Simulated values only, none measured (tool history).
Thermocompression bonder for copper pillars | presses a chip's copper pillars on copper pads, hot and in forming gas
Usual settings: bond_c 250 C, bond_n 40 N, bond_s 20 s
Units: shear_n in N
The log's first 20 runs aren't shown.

Run 21, hour 268.0: usual settings but bond_c 222 C, bond_n 56 N, bond_s 53 s. Result: shear_n 81.7 N.
Run 22, hour 280.6: usual settings but bond_c 234 C, bond_n 50 N, bond_s 18 s. Result: shear_n 67.7 N.
Run 23, hour 292.2: usual settings but bond_c 234 C, bond_n 50 N, bond_s 18 s. Result: shear_n 67.5 N.
At hour 303.8: gauge calibrated.
Run 24, hour 306.4: usual settings but bond_c 279 C, bond_n 57 N, bond_s 31 s. Result: shear_n 102.0 N.
Run 25, hour 321.6: usual settings but bond_n 42 N. Result: shear_n 74.7 N.
Run 26, hour 330.3: usual settings but bond_c 235 C, bond_n 42 N. Result: shear_n 63.5 N.
Run 27, hour 343.3: usual settings but bond_c 277 C. Result: shear_n 89.4 N.
Run 28, hour 352.9: usual settings but bond_c 257 C, bond_n 28 N, bond_s 15 s. Result: shear_n 55.0 N.
Run 29, hour 362.9: usual settings but bond_c 261 C, bond_n 28 N, bond_s 46 s. Result: shear_n 78.2 N.
Run 30, hour 378.9: usual settings but bond_n 50 N, bond_s 51 s. Result: shear_n 93.8 N.
Run 31, hour 387.3: usual settings but bond_c 261 C, bond_n 30 N, bond_s 19 s. Result: shear_n 65.4 N.

4 ways to go on from here, each from the tool as it stands after run 31. What would each give?
Run A, hour 404.0: usual settings but bond_c 249 C, bond_n 27 N, bond_s 37 s. Result: shear_n ?.
Run B, hour 404.0: usual settings but bond_c 243 C, bond_s 18 s. Result: shear_n ?.
Run C, hour 404.0: usual settings but bond_c 261 C, bond_n 41 N, bond_s 54 s. Result: shear_n ?.
Run D, hour 404.0: usual settings but bond_c 261 C, bond_n 30 N, bond_s 15 s. Result: shear_n ?.

run  shear_n
  A     65.3
  B     64.4
  C     93.8
  D     61.1
Without the tool's hidden state the same runs would have given:
run  shear_n
  A     66.3
  B     65.4
  C     95.1
  D     62.0

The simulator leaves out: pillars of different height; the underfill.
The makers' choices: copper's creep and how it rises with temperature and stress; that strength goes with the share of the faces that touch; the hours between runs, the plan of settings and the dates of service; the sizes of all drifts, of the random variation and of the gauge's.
